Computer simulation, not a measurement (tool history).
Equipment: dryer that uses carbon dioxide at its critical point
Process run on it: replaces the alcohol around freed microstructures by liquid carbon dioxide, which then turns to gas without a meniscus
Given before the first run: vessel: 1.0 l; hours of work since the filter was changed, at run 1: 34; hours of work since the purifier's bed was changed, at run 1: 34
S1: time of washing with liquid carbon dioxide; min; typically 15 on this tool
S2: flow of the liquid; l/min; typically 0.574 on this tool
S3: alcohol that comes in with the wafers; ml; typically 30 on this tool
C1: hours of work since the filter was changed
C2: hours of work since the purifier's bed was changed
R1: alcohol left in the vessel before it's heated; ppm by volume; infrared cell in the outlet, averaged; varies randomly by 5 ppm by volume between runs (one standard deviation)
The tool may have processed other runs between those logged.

run,hour,S1,S2,S3,C1,C2,R1
1,0,15,0.574,30,34,34,29
2,11.1,15,0.574,30,39,38,37
3,18.4,15,0.671,30,42,42,26
4,23.4,15,0.671,30,44,44,37
5,30.4,15,0.671,30,47,47,34
6,36,14,0.574,30,50,49,63
7,40.8,14,0.574,30,52,51,57
8,49.1,14,0.574,30,55,55,45
9,57.6,22,0.574,118,59,58,30
10,64.6,22,0.899,117,62,61,37
11,75.3,22,0.899,117,66,66,30
12,80.3,22,0.899,117,68,68,33

4 ways to go on from here, each from the tool as it stands after run 12. What would each give?
A,90.8,16,0.547,27,73,72,?
B,90.8,22,0.39,106,73,72,?
C,90.8,22,0.899,72,73,72,?
D,90.8,10,0.507,48,73,72,?

run,R1
A,55
B,96
C,36
D,623
What these runs would have given with no unlogged condition in the tool:
run,R1
A,20
B,50
C,4
D,508
